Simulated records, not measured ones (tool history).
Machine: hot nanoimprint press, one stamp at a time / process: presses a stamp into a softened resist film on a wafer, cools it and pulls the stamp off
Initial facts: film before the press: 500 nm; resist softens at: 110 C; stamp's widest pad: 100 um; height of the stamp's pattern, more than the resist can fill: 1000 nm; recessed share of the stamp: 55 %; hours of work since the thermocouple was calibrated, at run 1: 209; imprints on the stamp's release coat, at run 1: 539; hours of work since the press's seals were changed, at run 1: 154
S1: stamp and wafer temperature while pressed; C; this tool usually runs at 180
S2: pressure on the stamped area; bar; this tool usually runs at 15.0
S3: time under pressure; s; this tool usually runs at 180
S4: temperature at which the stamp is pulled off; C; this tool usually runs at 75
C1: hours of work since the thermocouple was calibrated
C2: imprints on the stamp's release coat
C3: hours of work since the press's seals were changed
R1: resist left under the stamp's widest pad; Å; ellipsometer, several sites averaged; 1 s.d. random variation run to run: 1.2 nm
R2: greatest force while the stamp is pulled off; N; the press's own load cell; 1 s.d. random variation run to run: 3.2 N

{"run": 1, "hour": 0.0, "S1": 180, "S2": 15.0, "S3": 180, "S4": 75, "C1": 209, "C2": 539, "C3": 154, "R1": 2192, "R2": 176}
{"run": 2, "hour": 7.5, "S1": 180, "S2": 15.0, "S3": 180, "S4": 75, "C1": 213, "C2": 550, "C3": 158, "R1": 2220, "R2": 175}
{"run": 3, "hour": 17.4, "S1": 180, "S2": 15.0, "S3": 180, "S4": 75, "C1": 217, "C2": 564, "C3": 162, "R1": 2212, "R2": 180}
{"run": 4, "hour": 29.9, "S1": 180, "S2": 15.0, "S3": 180, "S4": 75, "C1": 223, "C2": 582, "C3": 168, "R1": 2203, "R2": 182}
{"run": 5, "hour": 42.7, "S1": 180, "S2": 15.0, "S3": 180, "S4": 75, "C1": 229, "C2": 600, "C3": 174, "R1": 2210, "R2": 170}
{"run": 6, "hour": 52.7, "S1": 180, "S2": 15.0, "S3": 180, "S4": 75, "C1": 234, "C2": 615, "C3": 179, "R1": 2216, "R2": 174}
{"run": 7, "hour": 62.9, "S1": 180, "S2": 15.0, "S3": 180, "S4": 75, "C1": 238, "C2": 629, "C3": 183, "R1": 2211, "R2": 182}
{"run": 8, "hour": 70.9, "S1": 180, "S2": 15.0, "S3": 180, "S4": 75, "C1": 242, "C2": 641, "C3": 187, "R1": 2216, "R2": 170}
{"run": 9, "hour": 77.5, "S1": 180, "S2": 15.0, "S3": 180, "S4": 75, "C1": 245, "C2": 650, "C3": 190, "R1": 2219, "R2": 182}
{"run": 10, "hour": 91.5, "S1": 180, "S2": 15.0, "S3": 180, "S4": 75, "C1": 252, "C2": 670, "C3": 197, "R1": 2239, "R2": 182}
{"run": 11, "hour": 105.8, "S1": 173, "S2": 15.0, "S3": 180, "S4": 75, "C1": 258, "C2": 691, "C3": 203, "R1": 3139, "R2": 187}
{"run": 12, "hour": 114.6, "S1": 173, "S2": 15.0, "S3": 180, "S4": 75, "C1": 262, "C2": 703, "C3": 207, "R1": 3169, "R2": 181}
{"run": 13, "hour": 128.7, "S1": 180, "S2": 15.0, "S3": 180, "S4": 75, "C1": 269, "C2": 724, "C3": 214, "R1": 2231, "R2": 188}
{"run": 14, "hour": 142.1, "S1": 180, "S2": 15.0, "S3": 180, "S4": 75, "C1": 275, "C2": 743, "C3": 220, "R1": 2225, "R2": 177}
{"run": 15, "hour": 152.2, "S1": 180, "S2": 15.0, "S3": 180, "S4": 75, "C1": 280, "C2": 757, "C3": 225, "R1": 2234, "R2": 183}
{"run": 16, "hour": 160.9, "S1": 192, "S2": 15.0, "S3": 96, "S4": 75, "C1": 284, "C2": 770, "C3": 229, "R1": 1549, "R2": 188}
{"run": 17, "hour": 169.8, "S1": 192, "S2": 15.0, "S3": 96, "S4": 78, "C1": 288, "C2": 783, "C3": 233, "R1": 1538, "R2": 185}
{"hour": 174.1, "done": "plate thermocouple calibrated"}
{"run": 18, "hour": 183.5, "S1": 192, "S2": 15.0, "S3": 96, "S4": 78, "C1": 4, "C2": 798, "C3": 238, "R1": 1552, "R2": 190}
{"run": 19, "hour": 195.3, "S1": 171, "S2": 15.0, "S3": 185, "S4": 75, "C1": 10, "C2": 815, "C3": 244, "R1": 3480, "R2": 183}
{"hour": 202.1, "done": "plate thermocouple calibrated, once more"}
{"run": 20, "hour": 208.5, "S1": 173, "S2": 15.0, "S3": 121, "S4": 74, "C1": 3, "C2": 830, "C3": 248, "R1": 3453, "R2": 186}
{"run": 21, "hour": 222.7, "S1": 176, "S2": 15.0, "S3": 121, "S4": 74, "C1": 10, "C2": 850, "C3": 255, "R1": 3079, "R2": 193}
{"run": 22, "hour": 236.2, "S1": 176, "S2": 15.0, "S3": 121, "S4": 74, "C1": 16, "C2": 869, "C3": 261, "R1": 3058, "R2": 185}
{"run": 23, "hour": 244.2, "S1": 176, "S2": 15.0, "S3": 121, "S4": 74, "C1": 20, "C2": 881, "C3": 265, "R1": 3083, "R2": 190}
{"run": 24, "hour": 250.5, "S1": 176, "S2": 15.0, "S3": 121, "S4": 74, "C1": 23, "C2": 890, "C3": 268, "R1": 3064, "R2": 184}
{"run": 25, "hour": 258.8, "S1": 176, "S2": 15.0, "S3": 121, "S4": 74, "C1": 26, "C2": 902, "C3": 272, "R1": 3065, "R2": 189}
{"run": 26, "hour": 266.6, "S1": 186, "S2": 15.0, "S3": 160, "S4": 75, "C1": 30, "C2": 913, "C3": 275, "R1": 1642, "R2": 190}
{"run": 27, "hour": 280.6, "S1": 192, "S2": 15.0, "S3": 142, "S4": 70, "C1": 37, "C2": 933, "C3": 282, "R1": 1264, "R2": 195}
{"run": 28, "hour": 294.2, "S1": 181, "S2": 13.6, "S3": 207, "S4": 61, "C1": 43, "C2": 953, "C3": 288, "R1": 2048, "R2": 207}
{"run": 29, "hour": 305.7, "S1": 181, "S2": 20.3, "S3": 207, "S4": 61, "C1": 48, "C2": 969, "C3": 294, "R1": 1697, "R2": 202}
{"run": 30, "hour": 311.7, "S1": 172, "S2": 16.0, "S3": 155, "S4": 61, "C1": 51, "C2": 978, "C3": 296, "R1": 3312, "R2": 209}

Had the tool no unlogged condition, and each run kept its random variation, what would the results have been?
Hidden state present: true temperature over the reading, C; pressure that arrives at the usual setting, %; grip of the stamp's worn release coat, % over a new coat's; drift of the gauge itself on residual_nm, %; drift of the gauge itself on pull_off_n, %.
run=1 R1=2141 R2=153
run=2 R1=2167 R2=152
run=3 R1=2158 R2=155
run=4 R1=2146 R2=156
run=5 R1=2152 R2=145
run=6 R1=2156 R2=148
run=7 R1=2149 R2=154
run=8 R1=2153 R2=144
run=9 R1=2155 R2=154
run=10 R1=2171 R2=153
run=11 R1=3057 R2=156
run=12 R1=3085 R2=150
run=13 R1=2158 R2=155
run=14 R1=2150 R2=146
run=15 R1=2157 R2=150
run=16 R1=1495 R2=153
run=17 R1=1483 R2=151
run=18 R1=1475 R2=154
run=19 R1=3343 R2=148
run=20 R1=3439 R2=151
run=21 R1=3061 R2=156
run=22 R1=3037 R2=149
run=23 R1=3060 R2=152
run=24 R1=3041 R2=147
run=25 R1=3040 R2=150
run=26 R1=1623 R2=151
run=27 R1=1248 R2=154
run=28 R1=2022 R2=163
run=29 R1=1667 R2=158
run=30 R1=3276 R2=164
